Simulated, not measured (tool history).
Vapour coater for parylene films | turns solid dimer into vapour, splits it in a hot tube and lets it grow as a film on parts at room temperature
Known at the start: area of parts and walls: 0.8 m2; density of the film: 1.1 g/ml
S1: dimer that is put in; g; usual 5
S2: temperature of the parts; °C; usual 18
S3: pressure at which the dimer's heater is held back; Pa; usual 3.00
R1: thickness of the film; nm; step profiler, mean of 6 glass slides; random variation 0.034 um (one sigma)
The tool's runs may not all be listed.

| run | hour | S1 | S2 | S3 | R1 |
|---|---|---|---|---|---|
| 1 | 0.0 | 5 | 18 | 3.00 | 3180 |
| 2 | 54.0 | 5 | 18 | 3.00 | 3150 |
| 3 | 106.8 | 5 | 18 | 3.00 | 3150 |
| 4 | 156.7 | 5 | 18 | 3.00 | 3150 |
| 5 | 194.3 | 5 | 18 | 3.00 | 3120 |
| 6 | 275.6 | 5 | 18 | 3.00 | 3110 |
| 7 | 331.5 | 5 | 18 | 3.00 | 3080 |
| 8 | 402.3 | 3 | 18 | 3.00 | 1820 |
| 9 | 478.6 | 3 | 18 | 3.00 | 1750 |
| 10 | 549.5 | 3 | 18 | 3.00 | 1740 |
| 11 | 598.9 | 3 | 18 | 3.00 | 1740 |
| 12 | 637.6 | 3 | 18 | 3.00 | 1770 |
| 13 | 697.6 | 5 | 18 | 7.15 | 2670 |
| 14 | 762.9 | 5 | 24 | 3.00 | 2420 |
|  | 822.1 | trap's valve overhauled |
| 15 | 822.1 | 5 | 24 | 6.01 | 2700 |
| 16 | 866.9 | 5 | 24 | 6.01 | 2650 |
| 17 | 927.0 | 5 | 24 | 6.01 | 2650 |
| 18 | 1013.0 | 5 | 18 | 3.07 | 3230 |
| 19 | 1091.2 | 5 | 11 | 3.00 | 3980 |
| 20 | 1139.8 | 5 | 15 | 3.00 | 3480 |
| 21 | 1223.3 | 5 | 15 | 3.00 | 3480 |
| 22 | 1296.8 | 5 | 15 | 3.00 | 3450 |
| 23 | 1344.6 | 5 | 15 | 3.00 | 3420 |
| 24 | 1379.6 | 5 | 14 | 3.00 | 3560 |
| 25 | 1448.2 | 5 | 14 | 3.00 | 3500 |
| 26 | 1501.5 | 4 | 14 | 8.58 | 2580 |
| 27 | 1545.1 | 2 | 19 | 5.67 | 1170 |
| 28 | 1620.0 | 3 | 12 | 3.00 | 2170 |
| 29 | 1691.2 | 3 | 12 | 3.00 | 2140 |
| 30 | 1766.5 | 2 | 24 | 4.69 | 960 |
| 31 | 1834.9 | 4 | 19 | 5.12 | 2200 |
| 32 | 1908.8 | 9 | 18 | 6.74 | 4890 |
| 33 | 1979.9 | 4 | 13 | 10.86 | 2500 |
|  | 2006.3 | table's thermometer calibrated |
| 34 | 2029.7 | 4 | 14 | 4.23 | 2550 |
|  | 2045.6 | trap's valve overhauled |
| 35 | 2083.0 | 5 | 18 | 11.48 | 3110 |
| 36 | 2133.5 | 2 | 18 | 3.00 | 1350 |
| 37 | 2207.4 | 8 | 19 | 3.45 | 5020 |
| 38 | 2244.0 | 5 | 17 | 3.00 | 3410 |
| 39 | 2298.7 | 7 | 30 | 8.67 | 3030 |
| 40 | 2384.7 | 7 | 30 | 8.67 | 2950 |
| 41 | 2455.0 | 7 | 30 | 8.67 | 2950 |
| 42 | 2509.4 | 7 | 30 | 8.67 | 2920 |
| 43 | 2565.0 | 4 | 19 | 2.46 | 2520 |
| 44 | 2607.8 | 5 | 19 | 3.85 | 3000 |
| 45 | 2687.3 | 7 | 17 | 3.00 | 4540 |
| 46 | 2744.4 | 7 | 17 | 3.00 | 4470 |
| 47 | 2825.6 | 2 | 20 | 3.00 | 1160 |

Forecast each of these 4 alternatives for the next run:
| A | 2865.4 | 3 | 20 | 3.00 | ? |
| B | 2865.4 | 5 | 15 | 3.00 | ? |
| C | 2865.4 | 8 | 20 | 3.00 | ? |
| D | 2865.4 | 5 | 18 | 7.61 | ? |

| run | R1 |
|---|---|
| A | 1720 |
| B | 3290 |
| C | 4630 |
| D | 2870 |
Without the tool's hidden state the same runs would have given:
| run | R1 |
|---|---|
| A | 1910 |
| B | 3660 |
| C | 5150 |
| D | 3190 |
